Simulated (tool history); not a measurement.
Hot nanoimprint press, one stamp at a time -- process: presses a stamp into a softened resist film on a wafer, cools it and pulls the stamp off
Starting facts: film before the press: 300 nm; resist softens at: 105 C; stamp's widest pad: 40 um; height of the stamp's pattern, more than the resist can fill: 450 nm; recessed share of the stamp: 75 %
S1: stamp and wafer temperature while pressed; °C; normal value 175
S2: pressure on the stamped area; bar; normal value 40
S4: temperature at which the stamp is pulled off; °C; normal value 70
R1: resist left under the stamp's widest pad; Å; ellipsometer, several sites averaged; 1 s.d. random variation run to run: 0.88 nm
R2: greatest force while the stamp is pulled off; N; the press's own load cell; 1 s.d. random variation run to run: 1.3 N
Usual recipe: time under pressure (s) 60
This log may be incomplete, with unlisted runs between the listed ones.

{"run": 1, "hour": 0.0, "S1": 175, "S2": 40, "time under pressure (s)": 60, "S4": 70, "R1": 1377, "R2": 104}
{"run": 2, "hour": 9.1, "S1": 175, "S2": 40, "time under pressure (s)": 60, "S4": 70, "R1": 1376, "R2": 101}
{"run": 3, "hour": 14.9, "S1": 175, "S2": 31.4, "time under pressure (s)": 60, "S4": 70, "R1": 1508, "R2": 104}
{"run": 4, "hour": 24.2, "S1": 175, "S2": 40, "time under pressure (s)": 60, "S4": 70, "R1": 1386, "R2": 103}
{"run": 5, "hour": 34.8, "S1": 175, "S2": 40, "time under pressure (s)": 60, "S4": 70, "R1": 1398, "R2": 105}
{"run": 6, "hour": 40.5, "S1": 175, "S2": 40, "time under pressure (s)": 60, "S4": 72, "R1": 1392, "R2": 103}
{"run": 7, "hour": 51.2, "S1": 175, "S2": 40, "time under pressure (s)": 60, "S4": 72, "R1": 1380, "R2": 103}
{"run": 8, "hour": 56.0, "S1": 175, "S2": 40, "time under pressure (s)": 60, "S4": 72, "R1": 1372, "R2": 102}
{"run": 9, "hour": 63.1, "S1": 175, "S2": 40, "time under pressure (s)": 60, "S4": 72, "R1": 1391, "R2": 101}
{"hour": 74.2, "done": "stamp cleaned and given a new release coat"}
{"run": 10, "hour": 74.2, "S1": 175, "S2": 40, "time under pressure (s)": 60, "S4": 72, "R1": 1392, "R2": 92}
{"run": 11, "hour": 81.6, "S1": 175, "S2": 40, "time under pressure (s)": 60, "S4": 70, "R1": 1390, "R2": 97}
{"run": 12, "hour": 90.2, "S1": 175, "S2": 40, "time under pressure (s)": 60, "S4": 70, "R1": 1386, "R2": 97}
{"run": 13, "hour": 95.6, "S1": 175, "S2": 40, "time under pressure (s)": 60, "S4": 70, "R1": 1402, "R2": 99}
{"hour": 99.3, "done": "plate thermocouple calibrated"}
{"run": 14, "hour": 107.0, "S1": 175, "S2": 40, "time under pressure (s)": 60, "S4": 70, "R1": 1469, "R2": 101}
{"run": 15, "hour": 111.7, "S1": 175, "S2": 40, "time under pressure (s)": 60, "S4": 70, "R1": 1441, "R2": 104}
{"run": 16, "hour": 120.5, "S1": 175, "S2": 40, "time under pressure (s)": 60, "S4": 70, "R1": 1460, "R2": 105}
{"run": 17, "hour": 126.2, "S1": 179, "S2": 43.9, "time under pressure (s)": 58, "S4": 59, "R1": 1188, "R2": 132}
{"hour": 137.0, "done": "plate thermocouple calibrated, once more"}
{"run": 18, "hour": 137.4, "S1": 175, "S2": 40, "time under pressure (s)": 90, "S4": 70, "R1": 1133, "R2": 99}
{"run": 19, "hour": 142.8, "S1": 175, "S2": 37.6, "time under pressure (s)": 90, "S4": 70, "R1": 1145, "R2": 97}
{"run": 20, "hour": 153.0, "S1": 175, "S2": 57.6, "time under pressure (s)": 60, "S4": 68, "R1": 1129, "R2": 108}
{"run": 21, "hour": 159.3, "S1": 175, "S2": 57.6, "time under pressure (s)": 60, "S4": 68, "R1": 1143, "R2": 108}
{"run": 22, "hour": 164.6, "S1": 175, "S2": 57.6, "time under pressure (s)": 60, "S4": 68, "R1": 1141, "R2": 106}
{"run": 23, "hour": 171.7, "S1": 181, "S2": 60.1, "time under pressure (s)": 60, "S4": 63, "R1": 842, "R2": 124}
{"run": 24, "hour": 177.8, "S1": 168, "S2": 40, "time under pressure (s)": 67, "S4": 63, "R1": 1715, "R2": 125}
{"run": 25, "hour": 187.1, "S1": 187, "S2": 61.8, "time under pressure (s)": 60, "S4": 70, "R1": 632, "R2": 102}
{"run": 26, "hour": 194.0, "S1": 187, "S2": 61.8, "time under pressure (s)": 60, "S4": 70, "R1": 638, "R2": 104}
{"run": 27, "hour": 203.2, "S1": 187, "S2": 40, "time under pressure (s)": 75, "S4": 70, "R1": 699, "R2": 108}
{"run": 28, "hour": 208.3, "S1": 187, "S2": 40, "time under pressure (s)": 75, "S4": 70, "R1": 714, "R2": 107}
{"run": 29, "hour": 219.0, "S1": 180, "S2": 24.7, "time under pressure (s)": 30, "S4": 75, "R1": 1685, "R2": 96}

Predict each of these 3 candidate next runs independently; none follows another, all start after run 29:
{"hour": 227.9, "done": "stamp cleaned and given a new release coat"}
{"run": "A", "hour": 235.6, "S1": 180, "S2": 24.7, "time under pressure (s)": 30, "S4": 68, "R1": "?", "R2": "?"}
{"hour": 227.9, "done": "stamp cleaned and given a new release coat"}
{"run": "B", "hour": 235.6, "S1": 180, "S2": 63.3, "time under pressure (s)": 47, "S4": 75, "R1": "?", "R2": "?"}
{"hour": 227.9, "done": "stamp cleaned and given a new release coat"}
{"run": "C", "hour": 235.6, "S1": 185, "S2": 40, "time under pressure (s)": 60, "S4": 60, "R1": "?", "R2": "?"}

run=A R1=1711 R2=102
run=B R1=976 R2=83
run=C R1=854 R2=122
Without the tool's hidden state the same runs would have given:
run=A R1=1683 R2=100
run=B R1=953 R2=81
run=C R1=836 R2=120
